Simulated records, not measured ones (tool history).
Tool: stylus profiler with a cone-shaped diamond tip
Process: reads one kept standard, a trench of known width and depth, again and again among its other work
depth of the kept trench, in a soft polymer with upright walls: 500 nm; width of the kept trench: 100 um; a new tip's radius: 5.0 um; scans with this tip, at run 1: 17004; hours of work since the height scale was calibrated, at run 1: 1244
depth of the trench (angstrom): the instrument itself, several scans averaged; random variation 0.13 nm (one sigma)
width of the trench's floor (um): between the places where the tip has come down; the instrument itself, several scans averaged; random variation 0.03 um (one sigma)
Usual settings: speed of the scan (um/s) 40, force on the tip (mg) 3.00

run,hour,speed of the scan (um/s),force on the tip (mg),scans with this tip,hours of work since the height scale was calibrated,depth of the trench (angstrom),width of the trench's floor (um)
1,0.0,40,3.00,17004,1244,5090.3,95.43
2,29.0,18,3.00,17278,1264,5092.6,95.55
3,42.8,40,3.00,17409,1274,5092.6,95.40
4,63.7,88,3.00,17607,1288,5093.1,95.22
5,79.4,22,3.00,17755,1299,5089.8,95.53
6,107.7,10,3.00,18024,1319,5092.7,95.54
7,128.5,10,3.00,18220,1333,5090.3,95.54
8,141.6,10,3.00,18345,1342,5091.2,95.58
9,159.3,14,3.00,18512,1355,5093.1,95.56
10,181.8,40,5.06,18725,1370,5127.7,95.43
11,210.0,40,3.00,18992,1390,5091.2,95.42
12,232.7,40,3.00,19207,1405,5092.5,95.45
13,251.2,51,3.61,19382,1418,5102.9,95.37
14,278.2,19,3.94,19637,1437,5109.2,95.46
15,290.1,20,3.86,19750,1445,5107.7,95.56
16,303.4,20,3.86,19876,1454,5111.1,95.54
17,327.7,31,2.60,20106,1471,5081.4,95.49
18,353.8,33,1.37,20354,1489,5051.5,95.38
19,373.4,19,1.37,20539,1503,5056.1,95.50
20,389.8,132,1.09,20694,1514,5045.0,94.51
21,413.5,132,1.09,20918,1531,5046.6,94.54
22,435.8,31,3.00,21129,1546,5090.7,95.47
23,451.6,10,2.42,21279,1557,5079.8,95.60

Forecast each of these 3 alternatives for the next run:
A,474.6,39,3.00,21496,1573,?,?
B,474.6,50,4.58,21496,1573,?,?
C,474.6,126,3.26,21496,1573,?,?

run,depth of the trench (angstrom),width of the trench's floor (um)
A,5094.8,95.43
B,5122.5,95.42
C,5097.8,94.99
Without the tool's hidden state the same runs would have given:
run,depth of the trench (angstrom),width of the trench's floor (um)
A,5094.6,95.46
B,5122.4,95.45
C,5097.7,95.02
